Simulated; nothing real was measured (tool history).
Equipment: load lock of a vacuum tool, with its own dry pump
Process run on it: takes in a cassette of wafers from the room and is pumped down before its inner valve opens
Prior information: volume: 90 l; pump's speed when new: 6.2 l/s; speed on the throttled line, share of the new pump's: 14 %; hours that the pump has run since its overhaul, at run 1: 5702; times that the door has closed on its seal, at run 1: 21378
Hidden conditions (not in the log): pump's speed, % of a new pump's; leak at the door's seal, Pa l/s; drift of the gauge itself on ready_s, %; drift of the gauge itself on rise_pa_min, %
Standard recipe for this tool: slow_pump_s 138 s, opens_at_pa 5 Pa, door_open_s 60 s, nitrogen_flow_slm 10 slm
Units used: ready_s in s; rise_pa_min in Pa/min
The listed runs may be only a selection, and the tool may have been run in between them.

run,day,slow_pump_s,opens_at_pa,door_open_s,nitrogen_flow_slm,hours that the pump has run since its overhaul,times that the door has closed on its seal,"incoming humidity of the room's air, %",ready_s,rise_pa_min
1,0.000,138,5,60,10,5702,21378,44.8,289.9,0.190
2,5.233,138,5,60,10,5827,21888,44.0,288.5,0.186
3,15.725,138,5,60,10,6079,22912,46.9,288.0,0.196
4,23.129,138,5,60,10,6257,23634,51.6,288.1,0.206
5,30.138,138,5,60,10,6425,24318,45.5,286.7,0.214
6,39.854,138,5,60,10,6658,25265,41.0,292.9,0.224
7,46.883,138,5,60,10,6827,25951,44.1,291.9,0.226
8,53.383,138,5,60,10,6983,26585,45.9,290.8,0.239
9,61.575,138,5,60,10,7180,27384,42.9,295.7,0.245
10,67.571,138,5,220,10,7324,27969,44.9,297.5,0.270
11,76.454,138,5,60,10,7537,28835,42.9,295.7,0.267
12,84.800,138,5,60,10,7737,29649,43.4,297.5,0.276
13,92.183,165,5,60,10,7914,30369,46.1,324.7,0.284
14,103.583,165,5,60,10,8188,31480,46.7,319.3,0.302
15,114.208,165,5,60,10,8443,32517,44.5,321.9,0.320
16,125.150,165,5,60,10,8705,33584,45.0,324.2,0.335
17,133.704,138,5,60,10,8911,34418,45.4,306.1,0.340
# day 140.858: dry pump taken out, an overhauled one fitted
18,141.246,138,5,60,10,9,35129,42.2,264.5,0.352
19,152.588,258,4,111,38,281,36236,47.2,368.6,0.353
20,163.562,258,4,111,38,545,37306,47.2,373.2,0.381
21,173.067,258,4,111,38,773,38233,43.1,375.6,0.389
22,180.867,258,4,111,38,960,38994,43.2,374.7,0.397
23,190.404,139,8,30,4,1189,39924,47.2,259.3,0.438
24,195.796,139,8,30,4,1318,40450,48.6,263.3,0.445
25,205.612,139,8,30,4,1554,41407,42.1,263.5,0.458
26,212.821,85,5,56,6,1727,42110,44.0,226.0,0.472
27,219.275,97,5,60,10,1882,42739,43.4,233.1,0.480
28,225.442,138,5,117,23,2030,43341,46.5,270.7,0.484
29,233.525,138,5,60,11,2224,44129,42.6,270.7,0.499
30,239.812,233,5,152,6,2375,44742,40.9,353.3,0.522
31,251.492,231,5,27,6,2655,45881,41.3,354.4,0.527
32,258.683,138,10,71,10,2828,46583,45.2,261.5,0.546
33,270.042,138,10,71,10,3100,47691,46.5,264.2,0.575
34,281.579,261,10,71,10,3377,48816,43.5,368.4,0.588
35,292.371,261,10,71,10,3636,49868,48.4,367.7,0.607

For each entry between runs, how does the tool's hidden state at the last listed run before it compare with that at the first listed run after it?
Run 17 -> run 18: dry pump taken out, an overhauled one fitted (day 140.858)
  pump's speed, % of a new pump's: 76.2 -> 100.1; leak at the door's seal, Pa l/s: 0.4819 -> 0.4973
  measured less the result without the state, ready_s: +40.3 -> +0.2 s; rise_pa_min: +0.319 -> +0.330 Pa/min

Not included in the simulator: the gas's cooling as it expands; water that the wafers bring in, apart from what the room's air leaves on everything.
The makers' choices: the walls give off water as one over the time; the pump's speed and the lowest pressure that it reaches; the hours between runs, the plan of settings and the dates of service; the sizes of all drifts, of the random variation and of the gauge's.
